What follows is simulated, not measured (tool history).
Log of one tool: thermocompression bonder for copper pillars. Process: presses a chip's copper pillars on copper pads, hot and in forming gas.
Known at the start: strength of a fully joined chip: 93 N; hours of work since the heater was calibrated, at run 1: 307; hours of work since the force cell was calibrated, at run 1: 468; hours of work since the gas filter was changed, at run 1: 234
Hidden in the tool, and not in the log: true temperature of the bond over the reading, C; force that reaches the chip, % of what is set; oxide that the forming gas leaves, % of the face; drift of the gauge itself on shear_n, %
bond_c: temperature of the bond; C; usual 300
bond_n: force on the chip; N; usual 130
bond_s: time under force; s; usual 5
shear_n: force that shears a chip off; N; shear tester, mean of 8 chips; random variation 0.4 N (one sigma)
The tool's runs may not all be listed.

run	hour	bond_c	bond_n	bond_s	hours of work since the heater was calibrated	hours of work since the force cell was calibrated	hours of work since the gas filter was changed	shear_n
1	0.0	300	130	5	307	468	234	63.1
2	28.1	300	130	6	318	480	246	65.9
3	54.5	296	130	5	329	491	256	60.9
4	90.8	300	130	5	344	506	271	62.3
5	123.1	300	130	13	358	519	285	78.1
# hour 144.8: forming gas filter changed
6	154.6	300	130	13	370	532	4	77.0
7	194.4	300	130	13	387	548	20	78.2
8	213.9	300	130	13	395	556	28	77.5
9	241.1	304	130	5	406	568	40	64.0
10	268.1	304	130	5	417	579	51	64.3
11	308.6	304	130	5	434	595	67	63.9
12	327.1	304	130	5	441	603	75	64.5
13	348.5	304	130	5	450	612	84	65.0
14	373.8	304	130	5	461	622	94	64.5
15	402.3	304	130	5	472	634	106	64.5
16	445.2	300	168	5	490	652	124	75.1
17	464.9	300	130	5	498	660	132	63.6
18	507.2	316	96	7	516	677	149	59.7
19	534.3	306	123	5	527	688	160	62.9
20	568.0	303	164	3	541	702	174	66.8
21	600.8	284	88	13	554	716	188	52.2
22	620.7	303	130	5	562	724	196	64.1
23	660.6	303	130	5	579	740	212	63.9
24	678.1	295	134	5	586	747	220	62.9
25	710.3	309	81	6	599	761	233	45.4
26	733.7	309	81	6	609	770	243	46.0
27	769.0	309	81	6	623	785	257	45.4
28	803.7	323	115	7	638	799	271	72.1
29	839.3	320	174	9	652	814	286	88.1
# hour 858.5: forming gas filter changed
30	866.7	299	183	9	663	825	3	85.9
31	896.3	299	183	4	676	837	16	74.9
32	928.8	299	162	3	689	851	29	65.0
33	971.2	322	162	4	706	868	46	78.4
34	1005.0	301	152	3	720	882	60	62.8

How the hidden state differs across the entries between the runs, from the last listed run before each to the first after it:
Between runs 5 and 6: forming gas filter changed (hour 144.8)
  oxide that the forming gas leaves, % of the face: 0.74 -> 0.51
Between runs 29 and 30: forming gas filter changed (hour 858.5)
  oxide that the forming gas leaves, % of the face: 0.77 -> 0.51
